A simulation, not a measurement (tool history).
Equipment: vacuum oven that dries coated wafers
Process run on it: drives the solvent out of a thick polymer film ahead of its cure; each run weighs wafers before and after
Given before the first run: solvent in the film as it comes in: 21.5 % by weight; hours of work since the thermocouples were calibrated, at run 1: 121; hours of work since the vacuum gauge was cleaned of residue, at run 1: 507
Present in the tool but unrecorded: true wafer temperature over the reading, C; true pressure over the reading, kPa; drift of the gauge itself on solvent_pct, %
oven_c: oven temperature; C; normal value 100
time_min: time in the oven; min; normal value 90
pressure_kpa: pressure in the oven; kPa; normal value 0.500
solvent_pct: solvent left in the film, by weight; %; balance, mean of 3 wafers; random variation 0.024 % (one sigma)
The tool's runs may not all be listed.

run    hour  oven_c  time_min  pressure_kpa  hours of work since the thermocouples were calibrated  hours of work since the vacuum gauge was cleaned of residue  solvent_pct
  1     0.0     100        90         0.500                                                    121                                                          507         1.13
  2    20.4     100        90         0.500                                                    132                                                          517         1.12
  3    41.6     100        90         0.834                                                    143                                                          528         1.35
  4    57.0     114        90         0.834                                                    151                                                          536         0.33
  5    84.6     114        90         0.834                                                    165                                                          551         0.34
  6   105.1     100        90         0.500                                                    176                                                          561         1.15
  7   131.2     100        90         0.500                                                    189                                                          574         1.15
  8   159.3     100        90         0.500                                                    204                                                          589         1.15
  9   192.1     100        90         0.500                                                    220                                                          606         1.16
 10   210.9     100        90         0.500                                                    230                                                          616         1.16
 11   234.8      88        90         0.500                                                    242                                                          628         3.50
 12   253.9     100        90         0.500                                                    252                                                          638         1.18
 13   278.5     100        90         0.500                                                    265                                                          650         1.16
 14   304.4     100        90         0.500                                                    278                                                          664         1.19
 15   337.5     100        90         0.500                                                    295                                                          681         1.19
 16   359.5     100        90         0.500                                                    307                                                          692         1.19
 17   384.2     100        90         0.500                                                    319                                                          705         1.17
 18   402.6     100        90         0.500                                                    329                                                          714         1.18
 19   430.8     100        90         0.500                                                    343                                                          729         1.18
 20   454.0     100        90         0.500                                                    355                                                          741         1.19
 21   472.3     100        90         0.500                                                    365                                                          750         1.19
 22   494.2     100        90         0.500                                                    376                                                          761         1.24
 23   508.4     100        90         0.500                                                    383                                                          769         1.19
 24   529.2     100       162         0.500                                                    394                                                          780         0.40
 25   544.1     100       128         0.919                                                    402                                                          787         0.83
 26   575.8     104        90         0.500                                                    418                                                          804         0.79
 27   610.3     104        90         0.500                                                    436                                                          821         0.81
 28   631.4     109        70         0.280                                                    447                                                          832         0.76
 29   665.8     109        70         0.280                                                    465                                                          850         0.76
 30   694.3     115        59         0.709                                                    479                                                          865         0.74
      697.8  -- vacuum gauge cleaned of residue and calibrated
 31   713.1     101       158         1.206                                                    488                                                            8         0.77
 32   743.3     101       101         1.206                                                    504                                                           23         1.28
 33   773.3     101       101         1.206                                                    519                                                           39         1.25
      781.8  -- vacuum gauge cleaned of residue and calibrated, once more
 34   799.8      90        90         0.298                                                    532                                                            9         2.92
 35   817.1      93        47         0.559                                                    541                                                           18         5.98
 36   844.7      93        47         0.559                                                    555                                                           32         5.97
 37   878.3      93        47         0.559                                                    572                                                           50         6.01
 38   905.0      93        47         0.559                                                    586                                                           63         6.05
 39   923.4      89        67         0.500                                                    596                                                           73         4.98
 40   941.1      90        69         0.429                                                    605                                                           82         4.49
 41   973.6      88        90         0.500                                                    621                                                           99         3.55
 42  1004.1     104        90         0.500                                                    637                                                          115         0.77
 43  1032.2     100        61         0.500                                                    652                                                          129         2.68
     1039.4  -- oven's thermocouples calibrated
 44  1053.9     100       125         0.438                                                      7                                                          139         0.50
 45  1072.6     100       125         0.438                                                     17                                                          149         0.54
 46  1102.4     106        73         0.460                                                     32                                                          164         1.00
 47  1136.6      99       123         0.500                                                     50                                                          182         0.65

Selected run-to-run steps in solvent_pct, each split into two signed amounts: the part the tool would show with no hidden state at all (from settings, incoming material and random variation), and the remainder, which goes to the hidden state together with any gauge scatter not common to the measured and the hidden-state-free results:
Run 10 -> 11: oven_c 100 -> 88. solvent_pct +2.34 %: hidden state +0.05, all else +2.29.
Run 34 -> 35: oven_c 90 -> 93, time_min 90 -> 47, pressure_kpa 0.298 -> 0.559. solvent_pct +3.06 %: hidden state +0.06, all else +3.00.
Run 41 -> 42: oven_c 88 -> 104. solvent_pct -2.78 %: hidden state -0.16, all else -2.62.
Run 42 -> 43: oven_c 104 -> 100, time_min 90 -> 61. solvent_pct +1.91 %: hidden state +0.13, all else +1.78.
Run 43 -> 44: time_min 61 -> 125, pressure_kpa 0.500 -> 0.438, oven's thermocouples calibrated. solvent_pct -2.18 %: hidden state -0.18, all else -2.00.
